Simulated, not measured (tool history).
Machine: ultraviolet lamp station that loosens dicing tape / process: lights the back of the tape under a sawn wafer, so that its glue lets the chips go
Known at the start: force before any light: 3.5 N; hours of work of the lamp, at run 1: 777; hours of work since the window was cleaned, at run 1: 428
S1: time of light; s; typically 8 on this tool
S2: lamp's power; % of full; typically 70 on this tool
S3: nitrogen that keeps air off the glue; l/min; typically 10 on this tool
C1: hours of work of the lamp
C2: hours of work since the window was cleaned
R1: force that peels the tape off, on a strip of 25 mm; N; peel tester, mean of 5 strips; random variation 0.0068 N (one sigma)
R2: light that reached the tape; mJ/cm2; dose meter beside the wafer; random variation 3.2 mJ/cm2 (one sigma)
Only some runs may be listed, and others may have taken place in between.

| run | day | S1 | S2 | S3 | C1 | C2 | R1 | R2 |
|---|---|---|---|---|---|---|---|---|
| 1 | 0.000 | 8 | 70 | 10 | 777 | 428 | 0.423 | 366 |
| 2 | 1.454 | 8 | 70 | 10 | 798 | 450 | 0.429 | 356 |
| 3 | 2.421 | 8 | 70 | 10 | 813 | 464 | 0.457 | 356 |
| 4 | 3.725 | 8 | 70 | 13 | 832 | 483 | 0.416 | 351 |
| 5 | 5.300 | 8 | 70 | 13 | 855 | 506 | 0.427 | 348 |
| 6 | 6.050 | 8 | 70 | 13 | 866 | 517 | 0.436 | 346 |
| 7 | 7.596 | 8 | 70 | 10 | 889 | 540 | 0.479 | 341 |
| 8 | 9.292 | 8 | 70 | 10 | 913 | 565 | 0.521 | 338 |
| 9 | 10.742 | 7 | 70 | 10 | 935 | 586 | 0.644 | 290 |
| 10 | 12.088 | 7 | 70 | 10 | 955 | 606 | 0.642 | 284 |
| 11 | 13.529 | 7 | 70 | 10 | 976 | 627 | 0.656 | 281 |
|  | 14.096 | window cleaned of glue's vapour |
| 12 | 14.888 | 7 | 70 | 10 | 995 | 12 | 0.486 | 330 |
| 13 | 16.121 | 8 | 86 | 10 | 1013 | 30 | 0.252 | 467 |
| 14 | 17.879 | 5 | 94 | 10 | 1039 | 56 | 0.578 | 307 |
| 15 | 19.442 | 5 | 68 | 4 | 1062 | 79 | 1.132 | 222 |
| 16 | 20.796 | 13 | 69 | 16 | 1082 | 98 | 0.138 | 588 |
| 17 | 22.192 | 13 | 69 | 3 | 1103 | 119 | 0.295 | 579 |
| 18 | 23.038 | 9 | 71 | 3 | 1115 | 131 | 0.554 | 409 |
| 19 | 24.754 | 6 | 63 | 10 | 1140 | 157 | 0.819 | 236 |
| 20 | 25.700 | 8 | 90 | 10 | 1154 | 170 | 0.270 | 457 |
| 21 | 27.208 | 11 | 75 | 5 | 1176 | 193 | 0.293 | 507 |
| 22 | 28.254 | 5 | 70 | 10 | 1192 | 208 | 0.997 | 214 |
| 23 | 29.138 | 13 | 89 | 6 | 1205 | 221 | 0.150 | 698 |
| 24 | 30.308 | 13 | 89 | 6 | 1222 | 238 | 0.153 | 693 |
| 25 | 31.912 | 6 | 67 | 19 | 1245 | 262 | 0.741 | 234 |

Below, some changes in R1 between adjacent runs. For each, the amount present without the hidden state too (settings, incoming material, random variation) and the amount remaining for the hidden state with gauge scatter not shared by both compared results:
What the log doesn't record here: lamp's light, % of a new lamp's; light that the window lets through, % of a clean one's; drift of the gauge itself on peel_n, %; drift of the gauge itself on dose_mj_cm2, %.
Run 15 -> 16: S1 5 -> 13, S2 68 -> 69, S3 4 -> 16. R1 -0.994 N: hidden state -0.299, all else -0.695.
Run 22 -> 23: S1 5 -> 13, S2 70 -> 89, S3 10 -> 6. R1 -0.847 N: hidden state -0.361, all else -0.486.
Run 24 -> 25: S1 13 -> 6, S2 89 -> 67, S3 6 -> 19. R1 +0.588 N: hidden state +0.316, all else +0.272.

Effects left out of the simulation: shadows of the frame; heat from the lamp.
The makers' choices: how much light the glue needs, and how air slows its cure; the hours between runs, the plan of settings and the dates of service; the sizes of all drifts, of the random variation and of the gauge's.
